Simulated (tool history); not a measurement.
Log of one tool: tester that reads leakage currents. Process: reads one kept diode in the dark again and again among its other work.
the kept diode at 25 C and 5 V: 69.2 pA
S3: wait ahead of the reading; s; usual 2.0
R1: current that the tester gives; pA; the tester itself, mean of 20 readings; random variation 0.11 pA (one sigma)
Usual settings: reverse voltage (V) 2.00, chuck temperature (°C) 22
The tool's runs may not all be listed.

{"run": 1, "hour": 0.0, "reverse voltage (V)": 2.0, "chuck temperature (°C)": 22, "S3": 2.0, "R1": 34.52}
{"run": 2, "hour": 33.6, "reverse voltage (V)": 2.0, "chuck temperature (°C)": 40, "S3": 2.0, "R1": 163.43}
{"run": 3, "hour": 92.8, "reverse voltage (V)": 2.0, "chuck temperature (°C)": 21, "S3": 2.0, "R1": 31.21}
{"run": 4, "hour": 147.8, "reverse voltage (V)": 2.0, "chuck temperature (°C)": 22, "S3": 2.0, "R1": 34.38}
{"run": 5, "hour": 215.0, "reverse voltage (V)": 2.0, "chuck temperature (°C)": 22, "S3": 2.4, "R1": 34.18}
{"run": 6, "hour": 268.0, "reverse voltage (V)": 2.0, "chuck temperature (°C)": 22, "S3": 2.4, "R1": 34.5}
{"run": 7, "hour": 306.9, "reverse voltage (V)": 2.0, "chuck temperature (°C)": 44, "S3": 2.0, "R1": 227.14}
{"run": 8, "hour": 337.8, "reverse voltage (V)": 2.76, "chuck temperature (°C)": 44, "S3": 2.0, "R1": 264.06}

Run 9 comes next. What will it give?
{"run": 9, "hour": 368.4, "reverse voltage (V)": 2.76, "chuck temperature (°C)": 44, "S3": 2.0, "R1": "?"}

{"run 9": {"R1": 264.36}}
Without the tool's hidden state the same run would have given R1 264.39 pA.

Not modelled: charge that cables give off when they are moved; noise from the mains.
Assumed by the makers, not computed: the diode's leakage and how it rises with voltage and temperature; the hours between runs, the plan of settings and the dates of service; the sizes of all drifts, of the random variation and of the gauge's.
